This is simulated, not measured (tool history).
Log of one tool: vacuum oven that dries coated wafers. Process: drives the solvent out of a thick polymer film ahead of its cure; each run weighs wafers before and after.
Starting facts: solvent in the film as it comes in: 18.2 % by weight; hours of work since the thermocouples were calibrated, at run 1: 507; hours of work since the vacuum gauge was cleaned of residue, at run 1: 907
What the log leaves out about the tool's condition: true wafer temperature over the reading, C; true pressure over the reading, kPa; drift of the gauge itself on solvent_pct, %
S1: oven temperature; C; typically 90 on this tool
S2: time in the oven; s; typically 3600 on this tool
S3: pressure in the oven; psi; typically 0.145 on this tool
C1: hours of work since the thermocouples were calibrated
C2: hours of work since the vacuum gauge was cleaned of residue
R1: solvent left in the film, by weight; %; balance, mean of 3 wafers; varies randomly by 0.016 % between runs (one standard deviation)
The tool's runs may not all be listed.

run 1 day=0 | S1=90 S2=3600 S3=0.145 | C1=507 C2=907 | R1=4.31
run 2 day=1.829 | S1=90 S2=3600 S3=0.145 | C1=528 C2=927 | R1=4.33
run 3 day=2.829 | S1=90 S2=3600 S3=0.145 | C1=539 C2=939 | R1=4.29
run 4 day=4.496 | S1=90 S2=3600 S3=0.145 | C1=558 C2=957 | R1=4.29
run 5 day=5.996 | S1=90 S2=3600 S3=0.145 | C1=575 C2=974 | R1=4.32
run 6 day=7.383 | S1=90 S2=3600 S3=0.145 | C1=590 C2=989 | R1=4.28
run 7 day=9.204 | S1=90 S2=3600 S3=0.145 | C1=610 C2=1010 | R1=4.34
-- day=10.383 vacuum gauge cleaned of residue and calibrated
run 8 day=10.429 | S1=77 S2=3600 S3=0.145 | C1=623 C2=0 | R1=8.55
run 9 day=11.283 | S1=77 S2=3600 S3=0.145 | C1=633 C2=10 | R1=8.53
run 10 day=12.979 | S1=77 S2=3600 S3=0.145 | C1=652 C2=29 | R1=8.56
run 11 day=14.95 | S1=78 S2=3600 S3=0.145 | C1=674 C2=51 | R1=8.16
run 12 day=16.667 | S1=90 S2=3600 S3=0.145 | C1=693 C2=70 | R1=3.85
run 13 day=17.971 | S1=90 S2=3600 S3=0.145 | C1=708 C2=85 | R1=3.83
run 14 day=18.967 | S1=90 S2=3600 S3=0.145 | C1=719 C2=96 | R1=3.84
run 15 day=20.279 | S1=90 S2=3600 S3=0.223 | C1=734 C2=111 | R1=4.31
run 16 day=21.458 | S1=90 S2=3600 S3=0.223 | C1=747 C2=124 | R1=4.34
run 17 day=23.408 | S1=90 S2=2220 S3=0.223 | C1=769 C2=146 | R1=6.6
run 18 day=24.421 | S1=86 S2=3960 S3=0.145 | C1=780 C2=157 | R1=4.73
run 19 day=26.271 | S1=76 S2=4140 S3=0.145 | C1=801 C2=178 | R1=8.24
run 20 day=27.221 | S1=76 S2=4140 S3=0.145 | C1=811 C2=188 | R1=8.3
run 21 day=28.167 | S1=94 S2=3600 S3=0.145 | C1=822 C2=199 | R1=2.67
run 22 day=29.358 | S1=96 S2=3480 S3=0.155 | C1=835 C2=212 | R1=2.38
run 23 day=30.954 | S1=97 S2=3480 S3=0.126 | C1=853 C2=230 | R1=2
run 24 day=32.054 | S1=91 S2=5520 S3=0.558 | C1=865 C2=242 | R1=4.8
run 25 day=33.017 | S1=90 S2=5160 S3=0.28 | C1=876 C2=253 | R1=3.42
run 26 day=34.979 | S1=95 S2=3600 S3=0.499 | C1=898 C2=275 | R1=4.42
run 27 day=36.875 | S1=85 S2=3000 S3=0.096 | C1=919 C2=296 | R1=6.17

4 ways to go on from here, each from the tool as it stands after run 27. What would each give?
run A day=38.079 | S1=85 S2=3000 S3=0.194 | C1=933 C2=310 | R1=?
run B day=38.079 | S1=100 S2=1860 S3=0.145 | C1=933 C2=310 | R1=?
run C day=38.079 | S1=75 S2=6360 S3=0.096 | C1=933 C2=310 | R1=?
run D day=38.079 | S1=85 S2=2280 S3=0.555 | C1=933 C2=310 | R1=?

run=A R1=6.78
run=B R1=3.7
run=C R1=6.2
run=D R1=10.05
Take away the tool's hidden state, keep each run's random variation, and the runs would have read:
run=A R1=6.96
run=B R1=3.87
run=C R1=6.32
run=D R1=10.24

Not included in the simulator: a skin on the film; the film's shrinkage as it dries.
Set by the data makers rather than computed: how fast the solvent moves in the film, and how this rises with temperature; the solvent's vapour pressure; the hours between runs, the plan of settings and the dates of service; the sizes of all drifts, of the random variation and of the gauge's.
